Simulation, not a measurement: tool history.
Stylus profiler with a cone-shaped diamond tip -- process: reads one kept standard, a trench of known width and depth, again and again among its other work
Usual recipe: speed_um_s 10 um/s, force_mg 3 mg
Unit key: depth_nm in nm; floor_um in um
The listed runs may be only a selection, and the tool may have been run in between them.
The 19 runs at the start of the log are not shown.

run   hour  speed_um_s  force_mg  scans with this tip  hours of work since the height scale was calibrated  depth_nm  floor_um
 20    279          17      2.47                 1565                                                  344    201.65     97.98
 21  296.8           4      2.85                 1607                                                  353    201.83     97.96
 22    316           4      2.85                 1652                                                  363    201.68     98.01
 23  333.3          17      1.87                 1692                                                  372    201.05     97.97
 24  353.4          21      2.77                 1739                                                  382     201.7     97.92
 25  373.7          21         3                 1787                                                  393    201.59     97.91
 26  391.9          21         3                 1830                                                  402    201.65     97.89
 27  413.4          21      6.23                 1881                                                  414    202.97     97.94
 28  433.3          37      6.37                 1927                                                  424       203     97.88

Expected results for the next run?
 29  452.1          37      6.37                 1972                                                  434         ?         ?

{"run 29": {"depth_nm": 203, "floor_um": 97.87}}
Take away the tool's hidden state, keep the run-to-run variation as it was, and the same run would have given depth_nm 203.45 nm, floor_um 98.19 um.
